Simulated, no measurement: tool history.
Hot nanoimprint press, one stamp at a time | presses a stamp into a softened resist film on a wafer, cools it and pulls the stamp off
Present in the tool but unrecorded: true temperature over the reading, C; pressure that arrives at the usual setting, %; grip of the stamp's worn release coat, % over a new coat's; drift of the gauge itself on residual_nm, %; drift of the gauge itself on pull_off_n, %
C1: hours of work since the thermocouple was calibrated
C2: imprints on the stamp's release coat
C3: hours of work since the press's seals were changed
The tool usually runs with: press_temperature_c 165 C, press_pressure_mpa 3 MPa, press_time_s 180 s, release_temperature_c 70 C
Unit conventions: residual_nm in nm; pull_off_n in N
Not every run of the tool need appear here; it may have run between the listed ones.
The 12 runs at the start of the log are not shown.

Run 13, day 10.879: usual settings; C1 373; C2 818; C3 132. Result: residual_nm 168 nm, pull_off_n 210 N.
Run 14, day 11.804: usual settings; C1 383; C2 849; C3 142. Result: residual_nm 167.8 nm, pull_off_n 221 N.
Run 15, day 12.35: usual settings; C1 388; C2 867; C3 148. Result: residual_nm 167.5 nm, pull_off_n 218 N.
Run 16, day 13.121: usual settings; C1 396; C2 893; C3 156. Result: residual_nm 167.6 nm, pull_off_n 222 N.
At day 13.475: stamp cleaned and given a new release coat.
Run 17, day 14.604: usual settings but press_pressure_mpa 3.43 MPa, release_temperature_c 58 C; C1 409; C2 38; C3 168. Result: residual_nm 157.5 nm, pull_off_n 187 N.
Run 18, day 15.338: usual settings; C1 417; C2 63; C3 176. Result: residual_nm 168.4 nm, pull_off_n 177 N.
Run 19, day 16.388: usual settings but press_temperature_c 163 C, press_time_s 125 s; C1 427; C2 98; C3 187. Result: residual_nm 196.6 nm, pull_off_n 175 N.
Run 20, day 17.038: usual settings but press_temperature_c 154 C, press_pressure_mpa 3.46 MPa, press_time_s 185 s; C1 434; C2 120; C3 193. Result: residual_nm 205.4 nm, pull_off_n 183 N.
Run 21, day 17.538: usual settings but press_temperature_c 160 C, press_pressure_mpa 2.88 MPa; C1 439; C2 136; C3 198. Result: residual_nm 190.9 nm, pull_off_n 182 N.
Run 22, day 18.508: usual settings but press_temperature_c 168 C, press_time_s 102 s; C1 449; C2 169; C3 208. Result: residual_nm 185.6 nm, pull_off_n 186 N.
Run 23, day 19.192: usual settings but press_temperature_c 177 C, press_time_s 196 s; C1 456; C2 192; C3 216. Result: residual_nm 119 nm, pull_off_n 183 N.
Run 24, day 20.062: usual settings but press_temperature_c 166 C; C1 465; C2 221; C3 224. Result: residual_nm 162.6 nm, pull_off_n 180 N.
Run 25, day 21.233: usual settings but press_temperature_c 170 C, press_pressure_mpa 3.2 MPa; C1 477; C2 260; C3 237. Result: residual_nm 143.4 nm, pull_off_n 191 N.
Run 26, day 22.05: usual settings but press_temperature_c 170 C, press_pressure_mpa 3.98 MPa, release_temperature_c 76 C; C1 486; C2 288; C3 245. Result: residual_nm 130.8 nm, pull_off_n 183 N.
Run 27, day 22.717: usual settings but press_temperature_c 177 C, release_temperature_c 69 C; C1 493; C2 310; C3 252. Result: residual_nm 123.1 nm, pull_off_n 195 N.
At day 23: plate thermocouple calibrated.
Run 28, day 24.046: usual settings but press_temperature_c 156 C, press_time_s 184 s, release_temperature_c 77 C; C1 11; C2 350; C3 264. Result: residual_nm 213.3 nm, pull_off_n 183 N.
Run 29, day 24.575: usual settings but press_pressure_mpa 3.06 MPa, press_time_s 168 s; C1 16; C2 368; C3 270. Result: residual_nm 179.3 nm, pull_off_n 190 N.
Run 30, day 25.538: usual settings but press_time_s 242 s; C1 26; C2 400; C3 280. Result: residual_nm 158.2 nm, pull_off_n 196 N.
Run 31, day 26.179: usual settings but press_time_s 160 s, release_temperature_c 71 C; C1 33; C2 422; C3 286. Result: residual_nm 182.2 nm, pull_off_n 202 N.

Alternative continuations, all from the tool just after run 31; predict every row:
Run A, day 26.921: usual settings but press_pressure_mpa 1.97 MPa, press_time_s 310 s, release_temperature_c 77 C; C1 40; C2 447; C3 294. Result: residual_nm ?, pull_off_n ?.
Run B, day 26.921: usual settings but press_pressure_mpa 4.3 MPa, press_time_s 99 s, release_temperature_c 66 C; C1 40; C2 447; C3 294. Result: residual_nm ?, pull_off_n ?.
Run C, day 26.921: usual settings but press_time_s 206 s, release_temperature_c 76 C; C1 40; C2 447; C3 294. Result: residual_nm ?, pull_off_n ?.

run  residual_nm  pull_off_n
  A        173.2         188
  B        187.1         200
  C        169.2         183
What these runs would have given with no unlogged condition in the tool:
run  residual_nm  pull_off_n
  A        172.9         167
  B        185.7         177
  C        168.4         162
